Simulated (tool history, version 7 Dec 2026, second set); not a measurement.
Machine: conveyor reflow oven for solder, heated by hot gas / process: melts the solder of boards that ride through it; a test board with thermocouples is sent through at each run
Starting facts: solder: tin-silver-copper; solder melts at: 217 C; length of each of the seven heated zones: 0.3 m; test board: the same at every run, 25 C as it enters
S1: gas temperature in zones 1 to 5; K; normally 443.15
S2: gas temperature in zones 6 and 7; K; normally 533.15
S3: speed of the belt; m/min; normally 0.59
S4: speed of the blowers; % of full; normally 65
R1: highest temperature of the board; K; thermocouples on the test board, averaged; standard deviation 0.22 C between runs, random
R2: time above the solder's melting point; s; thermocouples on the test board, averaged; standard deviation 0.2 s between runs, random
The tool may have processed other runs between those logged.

| run | day | S1 | S2 | S3 | S4 | R1 | R2 |
|---|---|---|---|---|---|---|---|
| 1 | 0 | 443.15 | 533.15 | 0.59 | 65 | 515.45 | 38.5 |
| 2 | 0.808 | 443.15 | 533.15 | 0.59 | 65 | 515.55 | 38.1 |
| 3 | 1.921 | 443.15 | 537.15 | 0.59 | 65 | 518.35 | 40.4 |
| 4 | 2.842 | 443.15 | 533.15 | 0.574 | 65 | 516.25 | 40 |
|  | 3.179 | flux residue cleaned out of gas plates and filters |
| 5 | 4.033 | 443.15 | 533.15 | 0.59 | 65 | 516.45 | 40.1 |
| 6 | 4.758 | 443.15 | 528.15 | 0.59 | 65 | 512.45 | 36.4 |
| 7 | 5.975 | 443.15 | 528.15 | 0.59 | 65 | 512.45 | 36.2 |
| 8 | 7.125 | 443.15 | 533.15 | 0.59 | 65 | 516.95 | 39.7 |
| 9 | 7.967 | 447.15 | 533.15 | 0.59 | 65 | 516.75 | 41.3 |
| 10 | 9.267 | 443.15 | 533.15 | 0.557 | 65 | 518.05 | 43.7 |
| 11 | 10.262 | 443.15 | 533.15 | 0.59 | 65 | 515.95 | 39.3 |
| 12 | 11.125 | 443.15 | 533.15 | 0.59 | 65 | 516.05 | 39.3 |
| 13 | 12.496 | 443.15 | 543.15 | 0.59 | 65 | 524.65 | 44.7 |
|  | 13.279 | belt drive overhauled, speed set with a stopwatch |
| 14 | 13.304 | 443.15 | 543.15 | 0.59 | 65 | 524.05 | 43.2 |
| 15 | 14.629 | 443.15 | 543.15 | 0.59 | 65 | 523.85 | 43.3 |
| 16 | 15.504 | 443.15 | 543.15 | 0.59 | 65 | 523.55 | 42.9 |
| 17 | 16.829 | 432.15 | 533.15 | 0.568 | 65 | 513.95 | 35.1 |
| 18 | 17.5 | 432.15 | 533.15 | 0.568 | 65 | 514.25 | 35.4 |
| 19 | 18.338 | 443.15 | 544.15 | 0.529 | 56 | 525.85 | 50.2 |
| 20 | 19.046 | 450.15 | 544.15 | 0.529 | 56 | 527.05 | 52.6 |
| 21 | 20.15 | 450.15 | 544.15 | 0.529 | 56 | 527.15 | 52.8 |
| 22 | 20.938 | 450.15 | 544.15 | 0.671 | 77 | 522.75 | 38.8 |
|  | 21.579 | flux residue cleaned out of gas plates and filters |
| 23 | 22.342 | 430.15 | 524.15 | 0.482 | 83 | 513.85 | 45.2 |
| 24 | 22.9 | 443.15 | 533.15 | 0.604 | 59 | 514.15 | 35.6 |
| 25 | 23.65 | 454.15 | 533.15 | 0.61 | 65 | 517.05 | 40.7 |
| 26 | 24.479 | 454.15 | 533.15 | 0.61 | 65 | 517.05 | 40.7 |
| 27 | 25.229 | 452.15 | 540.15 | 0.618 | 65 | 522.15 | 42.2 |
| 28 | 25.875 | 452.15 | 540.15 | 0.618 | 65 | 521.65 | 42.3 |
| 29 | 26.679 | 447.15 | 531.15 | 0.597 | 52 | 511.55 | 35.1 |
| 30 | 27.462 | 447.15 | 539.15 | 0.501 | 52 | 523.75 | 53.2 |
| 31 | 28.179 | 447.15 | 539.15 | 0.501 | 52 | 523.55 | 53.6 |

Hidden state or all else? Some run-to-run changes of R1, split into what the settings, what came in and random variation would give without the hidden state, and what is left for the hidden state (with any gauge scatter that isn't in both results):
What the log doesn't record here: heat that the gas passes to the board, % of a clean oven's; belt's true speed, % of the reading; true gas temperature in zones 6 and 7 over the reading, C; drift of the gauge itself on peak_c, C; drift of the gauge itself on liquid_s, %.
Run 4 -> 5: S3 0.574 -> 0.59, flux residue cleaned out of gas plates and filters. R1 +0.2 K: hidden state +1.6, all else -1.4.
Run 13 -> 14: belt drive overhauled, speed set with a stopwatch. R1 -0.6 K: hidden state -0.7, all else +0.1.
Run 18 -> 19: S1 432.15 -> 443.15, S2 533.15 -> 544.15, S3 0.568 -> 0.529, S4 65 -> 56. R1 +11.6 K: hidden state +0.1, all else +11.5.
Run 22 -> 23: S1 450.15 -> 430.15, S2 544.15 -> 524.15, S3 0.671 -> 0.482, S4 77 -> 83, flux residue cleaned out of gas plates and filters. R1 -8.9 K: hidden state +1.8, all else -10.7.
Run 28 -> 29: S1 452.15 -> 447.15, S2 540.15 -> 531.15, S3 0.618 -> 0.597, S4 65 -> 52. R1 -10.1 K: hidden state +0, all else -10.1.
Run 29 -> 30: S2 531.15 -> 539.15, S3 0.597 -> 0.501. R1 +12.2 K: hidden state -0.1, all else +12.3.
